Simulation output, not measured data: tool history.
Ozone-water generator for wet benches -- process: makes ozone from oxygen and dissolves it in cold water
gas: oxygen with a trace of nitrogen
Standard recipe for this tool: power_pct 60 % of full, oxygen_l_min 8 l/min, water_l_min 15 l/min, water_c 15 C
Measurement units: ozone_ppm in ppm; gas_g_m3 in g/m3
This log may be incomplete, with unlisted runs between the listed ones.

run	hour	power_pct	oxygen_l_min	water_l_min	water_c	ozone_ppm	gas_g_m3
1	0	60	8	15	15	42.5	234.7
2	62.7	60	8	15	15	42.3	236
3	131.8	60	8	15	15	41.9	231.8
4	200.1	60	8	15	15	42.4	231.8
5	271.2	60	4.24	15	15	44.8	335.4
6	305	60	4.24	15	15	45	335.2
7	367.2	60	4.24	15	15	45	338.3
8	442.7	60	4.24	15	15	45.2	336.9
9	495.9	62	4.25	18	13	40.8	341.3
10	573	62	4.25	18	13	41.5	344.5
11	614.7	62	9.7	11	13	49.7	210.7
12	673.8	62	8	14	22	38.9	238.4
13	714.1	62	8.77	17	8	44.7	228.3
14	779	62	8.77	17	8	44.9	226.6
15	821.9	62	8	12	7	57.3	238.2
16	905.4	71	9.39	11	21	47.4	246.2

Alternative continuations, all from the tool just after run 16; predict every row:
A	964.7	89	9.39	11	21	?	?
B	964.7	71	9.39	15	21	?	?
C	964.7	60	4.67	15	15	?	?
D	964.7	80	8	15	10	?	?

run	ozone_ppm	gas_g_m3
A	56.8	297.7
B	41.2	243.3
C	44.6	315.3
D	59.2	296.1
Take away the tool's hidden state, keep each run's random variation, and the runs would have read:
run	ozone_ppm	gas_g_m3
A	60.3	312.7
B	43.4	253.5
C	46.7	326.5
D	62.6	309.8
